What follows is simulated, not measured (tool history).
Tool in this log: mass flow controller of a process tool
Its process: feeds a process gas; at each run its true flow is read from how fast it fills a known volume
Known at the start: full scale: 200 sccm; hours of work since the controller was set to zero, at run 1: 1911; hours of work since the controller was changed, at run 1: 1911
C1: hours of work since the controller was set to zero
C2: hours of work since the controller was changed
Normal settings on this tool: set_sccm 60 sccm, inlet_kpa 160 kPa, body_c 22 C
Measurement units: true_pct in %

{"run": 1, "hour": 0.0, "set_sccm": 60, "inlet_kpa": 160, "body_c": 22, "C1": 1911, "C2": 1911, "true_pct": 99.21}
{"run": 2, "hour": 278.6, "set_sccm": 60, "inlet_kpa": 148, "body_c": 22, "C1": 2121, "C2": 2121, "true_pct": 99.35}
{"run": 3, "hour": 459.5, "set_sccm": 60, "inlet_kpa": 160, "body_c": 22, "C1": 2258, "C2": 2258, "true_pct": 99.11}
{"run": 4, "hour": 641.6, "set_sccm": 60, "inlet_kpa": 160, "body_c": 22, "C1": 2396, "C2": 2396, "true_pct": 99.15}
{"run": 5, "hour": 854.2, "set_sccm": 60, "inlet_kpa": 160, "body_c": 22, "C1": 2557, "C2": 2557, "true_pct": 99.14}
{"run": 6, "hour": 1015.2, "set_sccm": 60, "inlet_kpa": 160, "body_c": 22, "C1": 2679, "C2": 2679, "true_pct": 99.12}
{"run": 7, "hour": 1233.5, "set_sccm": 60, "inlet_kpa": 160, "body_c": 22, "C1": 2844, "C2": 2844, "true_pct": 99.08}
{"run": 8, "hour": 1505.7, "set_sccm": 27, "inlet_kpa": 227, "body_c": 22, "C1": 3050, "C2": 3050, "true_pct": 96.71}
{"run": 9, "hour": 1758.4, "set_sccm": 183, "inlet_kpa": 215, "body_c": 23, "C1": 3241, "C2": 3241, "true_pct": 100.72}
{"run": 10, "hour": 1998.7, "set_sccm": 183, "inlet_kpa": 242, "body_c": 24, "C1": 3423, "C2": 3423, "true_pct": 100.44}
{"run": 11, "hour": 2217.3, "set_sccm": 183, "inlet_kpa": 242, "body_c": 24, "C1": 3588, "C2": 3588, "true_pct": 100.4}
{"run": 12, "hour": 2403.5, "set_sccm": 60, "inlet_kpa": 183, "body_c": 22, "C1": 3729, "C2": 3729, "true_pct": 98.91}
{"run": 13, "hour": 2554.0, "set_sccm": 46, "inlet_kpa": 262, "body_c": 28, "C1": 3843, "C2": 3843, "true_pct": 97.15}
{"run": 14, "hour": 2733.1, "set_sccm": 36, "inlet_kpa": 255, "body_c": 28, "C1": 3978, "C2": 3978, "true_pct": 96.41}

5 options for the next run, each taken on its own from the tool as it stands now. Forecast them:
{"run": "A", "hour": 2989.2, "set_sccm": 43, "inlet_kpa": 140, "body_c": 33, "C1": 4172, "C2": 4172, "true_pct": "?"}
{"run": "B", "hour": 2989.2, "set_sccm": 49, "inlet_kpa": 172, "body_c": 25, "C1": 4172, "C2": 4172, "true_pct": "?"}
{"run": "C", "hour": 2989.2, "set_sccm": 177, "inlet_kpa": 183, "body_c": 28, "C1": 4172, "C2": 4172, "true_pct": "?"}
{"run": "D", "hour": 2989.2, "set_sccm": 113, "inlet_kpa": 255, "body_c": 28, "C1": 4172, "C2": 4172, "true_pct": "?"}
{"run": "E", "hour": 2989.2, "set_sccm": 36, "inlet_kpa": 273, "body_c": 28, "C1": 4172, "C2": 4172, "true_pct": "?"}

run=A true_pct=96.85
run=B true_pct=98.05
run=C true_pct=100.36
run=D true_pct=99.19
run=E true_pct=96.27
Had the tool no hidden state, the same runs would have come out as:
run=A true_pct=98.25
run=B true_pct=99.11
run=C true_pct=99.61
run=D true_pct=98.83
run=E true_pct=98.22
